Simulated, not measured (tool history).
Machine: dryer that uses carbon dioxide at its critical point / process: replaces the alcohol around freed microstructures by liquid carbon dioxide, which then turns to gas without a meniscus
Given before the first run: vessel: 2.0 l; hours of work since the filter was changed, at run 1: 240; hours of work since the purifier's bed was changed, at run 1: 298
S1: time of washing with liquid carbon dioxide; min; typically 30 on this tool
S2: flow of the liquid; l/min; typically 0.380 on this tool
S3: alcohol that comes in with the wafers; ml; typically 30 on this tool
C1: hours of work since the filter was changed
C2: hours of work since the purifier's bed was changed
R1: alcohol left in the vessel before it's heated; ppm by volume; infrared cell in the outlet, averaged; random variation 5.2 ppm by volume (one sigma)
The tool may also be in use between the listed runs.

Run 1, hour 0.0: usual settings; C1 240; C2 298. Result: R1 285 ppm by volume.
Run 2, hour 8.1: usual settings but S1 46 min; C1 244; C2 303. Result: R1 181 ppm by volume.
Run 3, hour 15.7: usual settings; C1 248; C2 306. Result: R1 297 ppm by volume.
Run 4, hour 29.1: usual settings; C1 254; C2 313. Result: R1 302 ppm by volume.
Run 5, hour 37.1: usual settings; C1 258; C2 317. Result: R1 306 ppm by volume.
Run 6, hour 49.7: usual settings; C1 265; C2 323. Result: R1 315 ppm by volume.
Run 7, hour 57.0: usual settings; C1 268; C2 327. Result: R1 303 ppm by volume.
Run 8, hour 69.8: usual settings; C1 275; C2 333. Result: R1 318 ppm by volume.
Run 9, hour 83.7: usual settings but S1 45 min; C1 282; C2 340. Result: R1 207 ppm by volume.
Run 10, hour 91.9: usual settings; C1 286; C2 344. Result: R1 321 ppm by volume.
Run 11, hour 98.1: usual settings; C1 289; C2 347. Result: R1 325 ppm by volume.
Run 12, hour 109.6: usual settings; C1 295; C2 353. Result: R1 324 ppm by volume.
Run 13, hour 121.8: usual settings but S1 23 min; C1 301; C2 359. Result: R1 582 ppm by volume.
Run 14, hour 134.2: usual settings but S1 23 min; C1 307; C2 365. Result: R1 618 ppm by volume.
Run 15, hour 141.2: usual settings but S1 23 min; C1 310; C2 369. Result: R1 604 ppm by volume.
Run 16, hour 147.8: usual settings but S1 23 min; C1 314; C2 372. Result: R1 596 ppm by volume.
Run 17, hour 162.1: usual settings but S3 24 ml; C1 321; C2 379. Result: R1 317 ppm by volume.
Run 18, hour 173.9: usual settings but S3 24 ml; C1 327; C2 385. Result: R1 325 ppm by volume.
Run 19, hour 183.3: usual settings but S1 19 min; C1 331; C2 390. Result: R1 950 ppm by volume.
Run 20, hour 194.2: usual settings but S1 19 min; C1 337; C2 395. Result: R1 979 ppm by volume.
Run 21, hour 206.4: usual settings but S1 19 min; C1 343; C2 401. Result: R1 992 ppm by volume.
Run 22, hour 218.2: usual settings but S1 34 min, S2 0.391 l/min, S3 92 ml; C1 349; C2 407. Result: R1 417 ppm by volume.
Run 23, hour 226.8: usual settings but S1 34 min, S2 0.391 l/min, S3 92 ml; C1 353; C2 412. Result: R1 423 ppm by volume.
Run 24, hour 234.9: usual settings but S1 39 min, S2 0.391 l/min, S3 92 ml; C1 357; C2 416. Result: R1 321 ppm by volume.
Run 25, hour 241.7: usual settings but S1 32 min, S2 0.266 l/min, S3 68 ml; C1 361; C2 419. Result: R1 1343 ppm by volume.
Run 26, hour 255.9: usual settings but S1 24 min, S2 0.314 l/min, S3 70 ml; C1 368; C2 426. Result: R1 1864 ppm by volume.
Run 27, hour 262.9: usual settings but S2 0.366 l/min; C1 371; C2 430. Result: R1 408 ppm by volume.
Run 28, hour 273.1: usual settings but S2 0.366 l/min; C1 376; C2 435. Result: R1 400 ppm by volume.

Run 29 comes next. What will it give?
Run 29, hour 286.5: usual settings but S2 0.366 l/min; C1 383; C2 441. Result: R1 ?.

Run 29 gave R1 414 ppm by volume.
Without the tool's hidden state the same run would have given R1 121 ppm by volume.
